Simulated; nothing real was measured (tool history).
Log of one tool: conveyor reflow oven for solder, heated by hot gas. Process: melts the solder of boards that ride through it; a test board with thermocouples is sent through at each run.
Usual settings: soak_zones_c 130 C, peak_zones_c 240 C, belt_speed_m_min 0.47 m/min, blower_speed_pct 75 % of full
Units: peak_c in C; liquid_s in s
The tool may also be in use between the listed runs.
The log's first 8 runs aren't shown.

Run 9, hour 148.4: usual settings. Result: peak_c 225.2 C, liquid_s 82.8 s.
Run 10, hour 172.4: usual settings but soak_zones_c 124 C. Result: peak_c 224.8 C, liquid_s 79 s.
Run 11, hour 188.9: usual settings but blower_speed_pct 72 % of full. Result: peak_c 225.3 C, liquid_s 81.4 s.
Run 12, hour 206.5: usual settings but belt_speed_m_min 0.429 m/min. Result: peak_c 228.6 C, liquid_s 92.5 s.
Run 13, hour 224.5: usual settings but blower_speed_pct 67 % of full. Result: peak_c 223 C, liquid_s 80.5 s.
Run 14, hour 249.7: usual settings but blower_speed_pct 67 % of full. Result: peak_c 223.8 C, liquid_s 80.9 s.
Run 15, hour 260.7: usual settings but blower_speed_pct 67 % of full. Result: peak_c 224.1 C, liquid_s 80.2 s.
Run 16, hour 282.8: usual settings but blower_speed_pct 58 % of full. Result: peak_c 221.7 C, liquid_s 78.3 s.
Run 17, hour 295.4: usual settings but blower_speed_pct 58 % of full. Result: peak_c 221.3 C, liquid_s 78.2 s.
Run 18, hour 306: usual settings but belt_speed_m_min 0.429 m/min, blower_speed_pct 83 % of full. Result: peak_c 228.6 C, liquid_s 94.2 s.
At hour 312.6: flux residue cleaned out of gas plates and filters.
Run 19, hour 325.8: usual settings but belt_speed_m_min 0.429 m/min, blower_speed_pct 83 % of full. Result: peak_c 227.3 C, liquid_s 93.2 s.
Run 20, hour 351.6: usual settings but belt_speed_m_min 0.556 m/min, blower_speed_pct 83 % of full. Result: peak_c 218.7 C, liquid_s 62.5 s.
Run 21, hour 364.3: usual settings but soak_zones_c 134 C, peak_zones_c 247 C, blower_speed_pct 72 % of full. Result: peak_c 229.8 C, liquid_s 86.2 s.
At hour 373.7: flux residue cleaned out of gas plates and filters, once more.
Run 22, hour 389.2: usual settings but soak_zones_c 142 C, peak_zones_c 235 C, belt_speed_m_min 0.389 m/min, blower_speed_pct 62 % of full. Result: peak_c 227.1 C, liquid_s 109.2 s.
Run 23, hour 407: usual settings but soak_zones_c 135 C, peak_zones_c 235 C, belt_speed_m_min 0.389 m/min, blower_speed_pct 62 % of full. Result: peak_c 226 C, liquid_s 104.7 s.
Run 24, hour 417.7: usual settings but soak_zones_c 144 C, peak_zones_c 254 C, belt_speed_m_min 0.455 m/min, blower_speed_pct 81 % of full. Result: peak_c 243.4 C, liquid_s 103.7 s.
Run 25, hour 434.2: usual settings but soak_zones_c 121 C, belt_speed_m_min 0.394 m/min. Result: peak_c 230.3 C, liquid_s 101.9 s.
Run 26, hour 447.5: usual settings but soak_zones_c 118 C, peak_zones_c 246 C, belt_speed_m_min 0.548 m/min, blower_speed_pct 77 % of full. Result: peak_c 225.4 C, liquid_s 66.3 s.
Run 27, hour 469.8: usual settings but soak_zones_c 116 C, peak_zones_c 246 C, belt_speed_m_min 0.548 m/min, blower_speed_pct 79 % of full. Result: peak_c 224.5 C, liquid_s 65.3 s.
Run 28, hour 489.6: usual settings but peak_zones_c 231 C, belt_speed_m_min 0.484 m/min, blower_speed_pct 83 % of full. Result: peak_c 219.5 C, liquid_s 74.7 s.
Run 29, hour 508.8: usual settings but peak_zones_c 237 C, belt_speed_m_min 0.399 m/min. Result: peak_c 228.8 C, liquid_s 101.4 s.
Run 30, hour 523: usual settings but peak_zones_c 246 C. Result: peak_c 232.5 C, liquid_s 87.8 s.

4 ways to go on from here, each from the tool as it stands after run 30. What would each give?
Run A, hour 548.6: usual settings but soak_zones_c 125 C, belt_speed_m_min 0.554 m/min. Result: peak_c ?, liquid_s ?.
Run B, hour 548.6: usual settings but soak_zones_c 127 C, peak_zones_c 252 C, belt_speed_m_min 0.395 m/min. Result: peak_c ?, liquid_s ?.
Run C, hour 548.6: usual settings but belt_speed_m_min 0.502 m/min, blower_speed_pct 72 % of full. Result: peak_c ?, liquid_s ?.
Run D, hour 548.6: usual settings but blower_speed_pct 65 % of full. Result: peak_c ?, liquid_s ?.

run  peak_c  liquid_s
  A   219.4      62.2
  B   242.8     111.5
  C     224        76
  D   224.6      81.6
Without the tool's hidden state the same runs would have given:
run  peak_c  liquid_s
  A   218.5      60.4
  B   241.5     108.5
  C     223      73.8
  D   223.4      79.1
